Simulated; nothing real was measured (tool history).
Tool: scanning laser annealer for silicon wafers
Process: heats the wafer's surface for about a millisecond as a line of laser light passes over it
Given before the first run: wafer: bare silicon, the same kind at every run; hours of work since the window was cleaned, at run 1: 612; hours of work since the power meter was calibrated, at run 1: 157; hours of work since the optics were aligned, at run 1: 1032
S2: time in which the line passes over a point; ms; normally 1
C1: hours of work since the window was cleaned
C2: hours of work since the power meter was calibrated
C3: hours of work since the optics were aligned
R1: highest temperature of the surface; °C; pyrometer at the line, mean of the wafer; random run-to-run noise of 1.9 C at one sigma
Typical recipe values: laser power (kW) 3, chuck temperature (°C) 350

Run 1, hour 0: usual settings; C1 612; C2 157; C3 1032. Result: R1 1093 °C.
Run 2, hour 9: usual settings; C1 616; C2 161; C3 1036. Result: R1 1094 °C.
Run 3, hour 18.6: usual settings; C1 620; C2 166; C3 1040. Result: R1 1089 °C.
Run 4, hour 27.9: usual settings; C1 624; C2 170; C3 1044. Result: R1 1093 °C.
Run 5, hour 32.8: usual settings; C1 626; C2 172; C3 1047. Result: R1 1090 °C.
Run 6, hour 41: usual settings; C1 630; C2 176; C3 1050. Result: R1 1089 °C.
Run 7, hour 48.1: usual settings; C1 633; C2 179; C3 1053. Result: R1 1090 °C.
Run 8, hour 57.6: usual settings but S2 0.74 ms; C1 637; C2 183; C3 1058. Result: R1 985 °C.
At hour 66.7: optics aligned, line set to its width.
Run 9, hour 70.2: usual settings but S2 1.17 ms; C1 641; C2 186; C3 2. Result: R1 1162 °C.
Run 10, hour 75.5: usual settings but S2 1.17 ms; C1 643; C2 189; C3 4. Result: R1 1163 °C.
Run 11, hour 86.6: usual settings but S2 1.17 ms; C1 648; C2 193; C3 9. Result: R1 1158 °C.
Run 12, hour 97.1: usual settings but S2 1.17 ms; C1 653; C2 198; C3 13. Result: R1 1158 °C.
Run 13, hour 101.6: usual settings but S2 1.17 ms; C1 655; C2 200; C3 15. Result: R1 1161 °C.
Run 14, hour 112: usual settings but S2 1.17 ms; C1 659; C2 205; C3 20. Result: R1 1160 °C.
Run 15, hour 119.9: usual settings but S2 1.17 ms; C1 663; C2 208; C3 24. Result: R1 1158 °C.
Run 16, hour 127.1: usual settings but chuck temperature (°C) 383; C1 666; C2 211; C3 27. Result: R1 1127 °C.
Run 17, hour 135.1: usual settings but chuck temperature (°C) 383; C1 669; C2 215; C3 30. Result: R1 1130 °C.
Run 18, hour 141.2: usual settings; C1 672; C2 218; C3 33. Result: R1 1100 °C.
Run 19, hour 147.2: usual settings but chuck temperature (°C) 378; C1 675; C2 220; C3 36. Result: R1 1124 °C.
Run 20, hour 157.1: usual settings but laser power (kW) 2.822; C1 679; C2 225; C3 40. Result: R1 1056 °C.
Run 21, hour 163.6: usual settings but laser power (kW) 2.822; C1 682; C2 228; C3 43. Result: R1 1054 °C.
Run 22, hour 170.8: usual settings but laser power (kW) 2.822; C1 685; C2 231; C3 46. Result: R1 1058 °C.
Run 23, hour 178.9: usual settings but laser power (kW) 2.783, S2 1.1 ms, chuck temperature (°C) 373; C1 689; C2 234; C3 50. Result: R1 1102 °C.
Run 24, hour 185.1: usual settings but laser power (kW) 2.737, S2 0.76 ms, chuck temperature (°C) 342; C1 691; C2 237; C3 52. Result: R1 939 °C.
Run 25, hour 193.8: usual settings but laser power (kW) 3.115, chuck temperature (°C) 379; C1 695; C2 241; C3 56. Result: R1 1150 °C.
Run 26, hour 200.4: usual settings but laser power (kW) 3.199, S2 0.98 ms, chuck temperature (°C) 379; C1 698; C2 244; C3 59. Result: R1 1160 °C.
Run 27, hour 208.6: usual settings but laser power (kW) 3.227, chuck temperature (°C) 379; C1 702; C2 247; C3 63. Result: R1 1171 °C.
Run 28, hour 213.9: usual settings but laser power (kW) 3.227, chuck temperature (°C) 379; C1 704; C2 250; C3 65. Result: R1 1170 °C.
Run 29, hour 224.4: usual settings but chuck temperature (°C) 384; C1 709; C2 254; C3 70. Result: R1 1128 °C.
Run 30, hour 232: usual settings but S2 0.87 ms, chuck temperature (°C) 384; C1 712; C2 258; C3 73. Result: R1 1076 °C.
Run 31, hour 240.5: usual settings but laser power (kW) 3.058, S2 0.82 ms, chuck temperature (°C) 341; C1 716; C2 262; C3 77. Result: R1 1026 °C.
Run 32, hour 250.7: usual settings but laser power (kW) 2.883, chuck temperature (°C) 362; C1 721; C2 266; C3 81. Result: R1 1080 °C.
Run 33, hour 258.5: usual settings but laser power (kW) 2.602, chuck temperature (°C) 347; C1 724; C2 270; C3 85. Result: R1 1000 °C.
Run 34, hour 268.3: usual settings but laser power (kW) 2.829, S2 1.2 ms, chuck temperature (°C) 315; C1 728; C2 274; C3 89. Result: R1 1089 °C.
Run 35, hour 277.1: usual settings but laser power (kW) 2.988, S2 0.95 ms, chuck temperature (°C) 336; C1 732; C2 278; C3 93. Result: R1 1058 °C.

Run 36 has not been measured yet. What should we expect?
Run 36, hour 285.5: usual settings but laser power (kW) 2.883; C1 736; C2 282; C3 97. Result: R1 ?.

R1: 1070 °C
Were there no unlogged condition in the tool, this run, its random variation unchanged, would have produced R1 1109 °C.
